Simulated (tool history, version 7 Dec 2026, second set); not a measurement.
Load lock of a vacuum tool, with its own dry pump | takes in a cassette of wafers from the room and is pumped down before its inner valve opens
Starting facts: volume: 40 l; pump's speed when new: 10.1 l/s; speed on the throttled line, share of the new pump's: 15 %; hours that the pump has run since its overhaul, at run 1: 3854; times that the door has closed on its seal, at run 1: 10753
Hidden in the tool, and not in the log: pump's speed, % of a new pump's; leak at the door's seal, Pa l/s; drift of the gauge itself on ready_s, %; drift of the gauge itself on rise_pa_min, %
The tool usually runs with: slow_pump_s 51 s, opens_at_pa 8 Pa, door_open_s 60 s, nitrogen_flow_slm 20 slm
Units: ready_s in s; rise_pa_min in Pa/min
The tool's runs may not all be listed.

run     hour  slow_pump_s  opens_at_pa  door_open_s  nitrogen_flow_slm  hours that the pump has run since its overhaul  times that the door has closed on its seal  incoming humidity of the room's air, %  ready_s  rise_pa_min
  1      0.0           51            8           60                 20                                            3854                                       10753                                    43.4     84.2        0.120
  2    478.1           51            8           60                 20                                            4332                                       11492                                    44.8     84.2        0.133
  3    940.4           51            8           60                 20                                            4794                                       12207                                    46.9     83.6        0.144
  4   1457.1           51            8           60                 20                                            5311                                       13005                                    45.9     84.4        0.162
  5   1931.1           51            8           60                 20                                            5785                                       13738                                    47.5     83.9        0.171
  6   2359.5           51            8           60                 20                                            6213                                       14401                                    43.1     84.7        0.184
  7   2789.2           51            8           60                 20                                            6643                                       15065                                    43.9     85.0        0.193
  8   3280.2           51            8           60                 20                                            7134                                       15824                                    45.1     85.2        0.208
  9   3749.5           51            8           60                 13                                            7603                                       16550                                    44.7     85.8        0.220
 10   4075.9           51            8           60                 13                                            7930                                       17054                                    46.5     86.0        0.236
 11   4590.3           51            8           60                 13                                            8444                                       17850                                    44.2     85.8        0.242
 12   5090.0           51            8           60                 13                                            8944                                       18622                                    48.0     85.3        0.260
      5684.1  -- dry pump taken out, an overhauled one fitted
 13   5684.6           51            8           60                 32                                               0                                       19532                                    46.0     81.9        0.273
 14   6007.0           51            8           60                 20                                             323                                       20030                                    44.0     81.5        0.287
 15   6491.2           51            8          122                 20                                             807                                       20779                                    44.4     82.4        0.309
 16   6751.0           51            8           60                 20                                            1067                                       21181                                    42.9     81.4        0.304
 17   7365.6           51            8           60                 20                                            1682                                       22131                                    48.9     81.8        0.329
 18   7746.3           77            8           60                 20                                            2062                                       22720                                    44.0    104.4        0.347
 19   8239.8           77            8           60                 20                                            2556                                       23483                                    46.6    103.7        0.363
 20   8656.2           51            8           60                 20                                            2972                                       24126                                    44.8     82.4        0.379
 21   9246.3           51           12           60                  5                                            3562                                       25039                                    42.8     80.8        0.405
      9561.4  -- door's seal changed, seat wiped
 22   9684.3           63            6           48                 26                                            3999                                         189                                    47.0     94.7        0.019
 23  10298.4           51           15           60                 20                                            4613                                        1139                                    43.0     81.6        0.026
 24  10625.6           33            8           60                 20                                            4940                                        1645                                    47.8     69.1        0.029

Estimate the outcome of run 25 from the log above:
 25  10890.4           51           14           60                 17                                            5205                                        2054                                    45.7        ?            ?

ready_s: 81.1 s
rise_pa_min: 0.030 Pa/min
Minus the tool's unlogged condition, the same run would have read ready_s 78.5 s, rise_pa_min 0.019 Pa/min.
